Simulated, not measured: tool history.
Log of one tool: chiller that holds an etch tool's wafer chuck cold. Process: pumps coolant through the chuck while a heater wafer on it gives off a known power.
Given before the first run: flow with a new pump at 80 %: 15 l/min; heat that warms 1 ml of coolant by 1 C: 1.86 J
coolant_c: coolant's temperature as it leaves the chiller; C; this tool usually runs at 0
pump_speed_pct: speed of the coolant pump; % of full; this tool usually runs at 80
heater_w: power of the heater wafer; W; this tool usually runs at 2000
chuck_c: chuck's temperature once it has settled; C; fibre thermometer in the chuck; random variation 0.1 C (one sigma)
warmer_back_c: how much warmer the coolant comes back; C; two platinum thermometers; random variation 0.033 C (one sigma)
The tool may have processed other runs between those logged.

{"run": 1, "hour": 0.0, "coolant_c": 0, "pump_speed_pct": 80, "heater_w": 2000, "chuck_c": 13.7, "warmer_back_c": 4.3}
{"run": 2, "hour": 65.1, "coolant_c": 0, "pump_speed_pct": 80, "heater_w": 2000, "chuck_c": 14.2, "warmer_back_c": 4.31}
{"run": 3, "hour": 139.8, "coolant_c": 0, "pump_speed_pct": 80, "heater_w": 2000, "chuck_c": 13.7, "warmer_back_c": 4.27}
{"run": 4, "hour": 211.0, "coolant_c": 0, "pump_speed_pct": 80, "heater_w": 2000, "chuck_c": 13.9, "warmer_back_c": 4.31}
{"run": 5, "hour": 292.9, "coolant_c": 0, "pump_speed_pct": 80, "heater_w": 2000, "chuck_c": 13.9, "warmer_back_c": 4.31}
{"run": 6, "hour": 398.1, "coolant_c": 0, "pump_speed_pct": 80, "heater_w": 2000, "chuck_c": 14.0, "warmer_back_c": 4.32}
{"run": 7, "hour": 506.6, "coolant_c": 0, "pump_speed_pct": 80, "heater_w": 1774, "chuck_c": 12.4, "warmer_back_c": 3.85}
{"run": 8, "hour": 610.1, "coolant_c": 0, "pump_speed_pct": 80, "heater_w": 1774, "chuck_c": 12.4, "warmer_back_c": 3.88}
{"run": 9, "hour": 673.2, "coolant_c": 0, "pump_speed_pct": 80, "heater_w": 1774, "chuck_c": 12.3, "warmer_back_c": 3.9}
{"run": 10, "hour": 766.4, "coolant_c": 0, "pump_speed_pct": 77, "heater_w": 2000, "chuck_c": 14.5, "warmer_back_c": 4.52}
{"run": 11, "hour": 876.1, "coolant_c": 0, "pump_speed_pct": 80, "heater_w": 1464, "chuck_c": 10.3, "warmer_back_c": 3.21}
{"hour": 923.4, "done": "coolant changed, channels flushed"}
{"run": 12, "hour": 928.1, "coolant_c": 0, "pump_speed_pct": 80, "heater_w": 1464, "chuck_c": 10.2, "warmer_back_c": 3.22}
{"run": 13, "hour": 1016.6, "coolant_c": 0, "pump_speed_pct": 80, "heater_w": 1464, "chuck_c": 10.2, "warmer_back_c": 3.27}
{"run": 14, "hour": 1086.1, "coolant_c": 0, "pump_speed_pct": 80, "heater_w": 1464, "chuck_c": 10.2, "warmer_back_c": 3.23}
{"run": 15, "hour": 1160.8, "coolant_c": 0, "pump_speed_pct": 80, "heater_w": 1464, "chuck_c": 10.3, "warmer_back_c": 3.22}
{"run": 16, "hour": 1218.9, "coolant_c": 0, "pump_speed_pct": 80, "heater_w": 1464, "chuck_c": 10.3, "warmer_back_c": 3.19}
{"run": 17, "hour": 1269.0, "coolant_c": 0, "pump_speed_pct": 80, "heater_w": 1464, "chuck_c": 10.4, "warmer_back_c": 3.26}
{"run": 18, "hour": 1333.5, "coolant_c": 0, "pump_speed_pct": 74, "heater_w": 2974, "chuck_c": 21.9, "warmer_back_c": 6.99}
{"run": 19, "hour": 1387.9, "coolant_c": 3, "pump_speed_pct": 67, "heater_w": 2648, "chuck_c": 23.8, "warmer_back_c": 6.88}
{"run": 20, "hour": 1432.5, "coolant_c": 2, "pump_speed_pct": 67, "heater_w": 2648, "chuck_c": 23.1, "warmer_back_c": 6.86}
{"run": 21, "hour": 1492.7, "coolant_c": 2, "pump_speed_pct": 67, "heater_w": 2648, "chuck_c": 22.9, "warmer_back_c": 6.88}
{"run": 22, "hour": 1546.7, "coolant_c": 2, "pump_speed_pct": 67, "heater_w": 2648, "chuck_c": 23.0, "warmer_back_c": 6.92}
{"run": 23, "hour": 1637.7, "coolant_c": 2, "pump_speed_pct": 67, "heater_w": 2648, "chuck_c": 23.0, "warmer_back_c": 6.85}
{"run": 24, "hour": 1742.7, "coolant_c": 7, "pump_speed_pct": 67, "heater_w": 1130, "chuck_c": 15.8, "warmer_back_c": 2.96}
{"run": 25, "hour": 1806.4, "coolant_c": 7, "pump_speed_pct": 87, "heater_w": 1130, "chuck_c": 14.5, "warmer_back_c": 2.38}
{"run": 26, "hour": 1870.9, "coolant_c": 2, "pump_speed_pct": 94, "heater_w": 1100, "chuck_c": 8.7, "warmer_back_c": 2.19}

Predict each of these 5 candidate next runs independently; none follows another, all start after run 26:
{"run": "A", "hour": 1962.8, "coolant_c": 10, "pump_speed_pct": 71, "heater_w": 2584, "chuck_c": "?", "warmer_back_c": "?"}
{"run": "B", "hour": 1962.8, "coolant_c": 9, "pump_speed_pct": 80, "heater_w": 1688, "chuck_c": "?", "warmer_back_c": "?"}
{"run": "C", "hour": 1962.8, "coolant_c": 8, "pump_speed_pct": 81, "heater_w": 1100, "chuck_c": "?", "warmer_back_c": "?"}
{"run": "D", "hour": 1962.8, "coolant_c": 0, "pump_speed_pct": 93, "heater_w": 1791, "chuck_c": "?", "warmer_back_c": "?"}
{"run": "E", "hour": 1962.8, "coolant_c": -3, "pump_speed_pct": 94, "heater_w": 2376, "chuck_c": "?", "warmer_back_c": "?"}

run=A chuck_c=29.6 warmer_back_c=6.43
run=B chuck_c=20.8 warmer_back_c=3.75
run=C chuck_c=15.5 warmer_back_c=2.45
run=D chuck_c=11.2 warmer_back_c=3.48
run=E chuck_c=11.7 warmer_back_c=4.54
What these runs would have given with no unlogged condition in the tool:
run=A chuck_c=29.6 warmer_back_c=6.29
run=B chuck_c=20.8 warmer_back_c=3.62
run=C chuck_c=15.5 warmer_back_c=2.32
run=D chuck_c=11.2 warmer_back_c=3.34
run=E chuck_c=11.7 warmer_back_c=4.41

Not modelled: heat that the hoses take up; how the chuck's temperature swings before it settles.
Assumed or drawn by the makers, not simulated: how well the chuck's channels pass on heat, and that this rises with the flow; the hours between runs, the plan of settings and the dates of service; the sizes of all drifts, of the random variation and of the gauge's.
